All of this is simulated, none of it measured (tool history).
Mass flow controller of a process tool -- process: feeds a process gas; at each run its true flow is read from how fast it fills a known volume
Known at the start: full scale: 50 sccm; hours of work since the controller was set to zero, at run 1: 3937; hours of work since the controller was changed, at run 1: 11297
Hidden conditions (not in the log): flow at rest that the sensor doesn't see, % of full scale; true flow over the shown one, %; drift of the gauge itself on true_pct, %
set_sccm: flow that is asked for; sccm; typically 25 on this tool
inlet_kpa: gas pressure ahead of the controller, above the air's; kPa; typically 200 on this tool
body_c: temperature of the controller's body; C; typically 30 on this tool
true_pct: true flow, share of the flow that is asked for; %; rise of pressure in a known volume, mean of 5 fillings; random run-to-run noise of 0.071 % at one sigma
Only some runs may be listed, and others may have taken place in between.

run      day  set_sccm  inlet_kpa  body_c  hours of work since the controller was set to zero  hours of work since the controller was changed  true_pct
  1        0        25        200      30                                                3937                                           11297    100.05
  2    7.592        25        200      30                                                4067                                           11426     99.98
  3   16.288        25        200      30                                                4214                                           11574     99.96
  4   31.054        25        200      30                                                4465                                           11825     99.98
  5   43.983        25        200      30                                                4685                                           12045    100.01
  6   56.233        25        200      30                                                4893                                           12253     99.88
  7   69.542        25        200      30                                                5120                                           12479     99.92
  8   82.296        25        200      32                                                5337                                           12696     99.99
  9   91.542        25        200      32                                                5494                                           12853    100.15
 10   98.788        25        200      29                                                5617                                           12976     99.64
 11  111.579        25        200      29                                                5834                                           13194     99.72
 12   119.45        25        186      30                                                5968                                           13328     99.68
 13  136.138        25        186      30                                                6252                                           13611     99.74
 14  143.912        25        186      30                                                6384                                           13743     99.64
 15  154.879        25        200      30                                                6570                                           13930     99.76
 16  166.762        25        200      30                                                6772                                           14132      99.6
 17  175.358        25        200      30                                                6919                                           14278     99.73
     186.854  -- controller's zero set anew
 18  186.854        25        200      30                                                   0                                           14473     99.66
 19  197.221        25        240      30                                                 176                                           14649     99.91
     198.496  -- controller exchanged for a calibrated one
 20  204.288        25        240      30                                                  98                                              98     99.95
 21  217.142        25        240      30                                                 317                                             317     99.96
 22    230.3        25        240      30                                                 541                                             541     99.88
 23  246.683        25        240      30                                                 819                                             819     99.87
 24  257.983        25        240      30                                                1011                                            1011      99.9
 25  271.725        25        200      21                                                1245                                            1245     98.63
 26  288.025        25        200      21                                                1522                                            1522     98.55
 27  298.138        38        253      29                                                1694                                            1694     99.97
 28  313.329         6        200      30                                                1952                                            1952        99
 29  322.433         6        200      30                                                2107                                            2107     99.13
 30  331.246         6        200      30                                                2257                                            2257     99.13
 31  343.238        25        223      34                                                2461                                            2461       100
 32  350.271         8        200      22                                                2580                                            2580      98.4
 33  359.912         6        198      34                                                2744                                            2744     99.38
 34  373.442         6        198      34                                                2974                                            2974      99.3
 35  381.612        49        200      34                                                3113                                            3113    100.15
 36  395.308        49        200      34                                                3346                                            3346    100.03
     400.921  -- gauge calibrated
 37  405.146         8        276      31                                                3513                                            3513    100.45
 38  416.688         8        276      31                                                3709                                            3709    100.45
 39  425.675         8        276      31                                                3862                                            3862    100.27
 40  440.229        25        154      31                                                4110                                            4110     99.74
 41  450.583         8        235      28                                                4286                                            4286     99.75
 42  458.454        11        279      36                                                4419                                            4419    100.84
 43   474.65        48        178      25                                                4695                                            4695     99.71
 44  490.554         9        260      25                                                4965                                            4965     99.69
 45  501.496        25        166      20                                                5151                                            5151     98.68
 46  514.267        25        269      30                                                5368                                            5368    100.28
 47  525.446         7        254      34                                                5558                                            5558    100.21
 48  540.192         7        254      34                                                5809                                            5809    100.16

Consider 3 possible next runs. They are alternatives, not a sequence: every one starts from the tool as it was left by run 48. What does each give?
  A  555.15        12        155      32                                                6063                                            6063         ?
  B  555.15         7        254      24                                                6063                                            6063         ?
  C  555.15        10        200      30                                                6063                                            6063         ?

run  true_pct
  A     99.39
  B     99.26
  C     99.59
Without the tool's unlogged condition, the same runs would have read:
run  true_pct
  A     99.67
  B     99.53
  C     99.87
